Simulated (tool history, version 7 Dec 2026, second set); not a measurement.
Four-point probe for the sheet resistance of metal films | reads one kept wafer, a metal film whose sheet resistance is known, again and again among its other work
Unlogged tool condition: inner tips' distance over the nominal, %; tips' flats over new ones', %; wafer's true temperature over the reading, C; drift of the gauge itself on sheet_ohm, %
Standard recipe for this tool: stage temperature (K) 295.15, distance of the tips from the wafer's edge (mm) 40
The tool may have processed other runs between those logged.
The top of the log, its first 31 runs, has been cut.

run    hour  stage temperature (K)  distance of the tips from the wafer's edge (mm)  touches since the probe head was changed  hours of work since the stage's thermometer was calibrated  sheet resistance as the instrument gives it (ohm/square)
 32  1938.7                 302.15                                               11                                    110010                                                         107                                                  0.740554
     1980.6  -- new probe head fitted
 33  1993.5                 302.15                                               11                                       597                                                         140                                                  0.751972
 34    2072                 302.15                                               11                                      4206                                                         189                                                  0.751648
 35  2136.5                 296.15                                               22                                      7172                                                         229                                                   0.75456
 36    2224                 294.15                                               11                                     11196                                                         282                                                  0.755888
 37  2285.2                 294.15                                               11                                     14010                                                         320                                                  0.755841
 38  2367.7                 299.15                                               66                                     17804                                                         371                                                  0.751504
 39  2445.1                 299.15                                                5                                     21366                                                         419                                                  0.754665
 40  2526.4                 295.15                                                5                                     25103                                                         469                                                  0.756897

Alternative continuations, all from the tool just after run 40; predict every row:
  A  2611.3                 293.15                                               50                                     29011                                                         521                                                         ?
  B  2611.3                 305.15                                                3                                     29011                                                         521                                                         ?
  C  2611.3                 292.15                                               24                                     29011                                                         521                                                         ?
  D  2611.3                 300.15                                               13                                     29011                                                         521                                                         ?

run  sheet resistance as the instrument gives it (ohm/square)
  A                                                  0.753743
  B                                                  0.757412
  C                                                  0.754543
  D                                                  0.749928
The same runs, with their run-to-run variation unchanged, on a tool lacking any hidden condition would have given:
run  sheet resistance as the instrument gives it (ohm/square)
  A                                                  0.756807
  B                                                  0.760481
  C                                                   0.75761
  D                                                  0.752973

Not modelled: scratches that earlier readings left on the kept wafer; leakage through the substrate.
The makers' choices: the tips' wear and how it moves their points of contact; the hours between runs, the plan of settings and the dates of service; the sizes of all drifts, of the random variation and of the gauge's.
